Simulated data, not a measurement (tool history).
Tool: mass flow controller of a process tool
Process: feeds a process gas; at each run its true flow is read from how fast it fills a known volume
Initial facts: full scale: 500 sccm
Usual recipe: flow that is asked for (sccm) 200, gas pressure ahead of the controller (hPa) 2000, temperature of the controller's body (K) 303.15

run    hour  flow that is asked for (sccm)  gas pressure ahead of the controller (hPa)  temperature of the controller's body (K)  true flow (%)
  1       0                            200                                        2000                                    303.15          98.79
  2   166.5                            200                                        2000                                    303.15          98.83
  3   288.1                            200                                        2000                                    303.15          98.74
  4   453.3                            200                                        2000                                    303.15          98.64
  5   597.7                             57                                        2000                                    303.15          97.86
  6   810.2                             57                                        2000                                    303.15          97.85
  7   977.9                             57                                        2000                                    303.15          97.96
  8  1136.6                             57                                        2000                                    303.15          97.95
  9  1292.8                            200                                        2000                                    303.15          98.65
 10  1442.8                             83                                        2130                                    303.15          98.08
 11    1539                             83                                        2130                                    303.15          98.07
 12  1695.5                            200                                        1610                                    303.15          98.68
 13  1914.4                             58                                        1610                                    301.15          97.82
 14  2027.9                            189                                        1920                                    303.15          98.78
 15  2131.5                            189                                        1920                                    303.15           98.7

Run 16 has not been measured yet. What should we expect?
 16  2259.8                            189                                        1920                                    303.15              ?

true flow (%): 98.64
On a tool with no hidden condition, and with the same random variation, this run would have come out at true flow (%) 98.64.
